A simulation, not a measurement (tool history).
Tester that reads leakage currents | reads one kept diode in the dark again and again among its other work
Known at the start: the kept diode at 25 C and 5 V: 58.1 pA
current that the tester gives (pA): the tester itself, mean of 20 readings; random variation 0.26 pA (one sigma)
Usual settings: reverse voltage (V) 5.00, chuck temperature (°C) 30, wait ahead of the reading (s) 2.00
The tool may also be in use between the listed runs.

run	hour	reverse voltage (V)	chuck temperature (°C)	wait ahead of the reading (s)	current that the tester gives (pA)
1	0.0	5.00	30	2.00	92.85
2	72.6	5.00	54	2.00	468.90
3	136.9	5.00	30	7.17	93.40
4	208.4	5.00	30	7.17	94.64
5	276.8	5.00	30	2.00	96.11
6	370.2	5.00	30	2.00	97.71
7	412.3	5.00	30	2.00	97.90
8	488.6	5.00	30	2.00	98.55
9	575.5	5.00	30	2.00	99.83
10	652.7	5.00	30	2.00	100.11
11	747.7	5.00	30	2.00	101.74
12	801.4	5.00	35	2.00	144.59
13	885.9	5.00	35	2.00	144.74
14	940.4	5.00	35	2.00	146.16
15	1021.2	5.00	35	2.00	148.10
16	1089.2	5.00	35	2.00	148.54
# hour 1133.7: chuck's temperature calibrated
17	1163.8	5.00	30	1.82	93.39
18	1242.7	2.30	30	2.00	67.01
19	1293.1	2.01	30	2.00	64.10
20	1368.2	5.00	30	1.16	96.22
# hour 1376.1: probe card cleaned and baked
21	1413.5	8.99	38	0.43	222.30
22	1481.3	16.06	30	2.00	181.11
23	1532.8	5.58	30	7.46	106.28
24	1602.2	5.58	30	7.46	106.89
25	1676.8	5.58	29	1.25	102.74
26	1771.5	5.58	29	1.25	103.83
# hour 1864.1: probe card cleaned and baked, once more
27	1865.6	14.80	23	5.96	82.33
28	1955.7	1.53	31	4.95	62.00
29	2032.2	1.08	23	4.95	30.33
30	2119.7	1.08	23	4.95	30.26
31	2168.5	7.95	23	4.95	68.25
32	2257.1	5.00	30	4.19	94.45
33	2339.0	5.00	30	4.19	96.35
34	2423.7	4.93	44	2.29	252.51
35	2508.1	1.96	24	9.54	43.37
36	2564.2	1.27	36	5.85	87.11
37	2632.3	1.10	21	9.24	27.80

The same runs without the tool's hidden state, with the same run-to-run variation:
The hidden state here: stray current of the dirty probe card, pA a volt; current scale over the true one, %; true chuck temperature over the reading, C; drift of the gauge itself on leakage_pa, %.
run	current that the tester gives (pA)
1	85.66
2	440.67
3	84.64
4	85.03
5	85.69
6	86.17
7	85.90
8	85.68
9	85.91
10	85.32
11	85.67
12	123.27
13	122.33
14	122.83
15	123.50
16	122.93
17	85.96
18	62.92
19	60.10
20	86.54
21	195.56
22	136.48
23	88.84
24	88.66
25	83.90
26	83.82
27	77.16
28	57.76
29	27.91
30	27.58
31	60.58
32	84.62
33	85.49
34	226.89
35	37.63
36	77.08
37	23.79
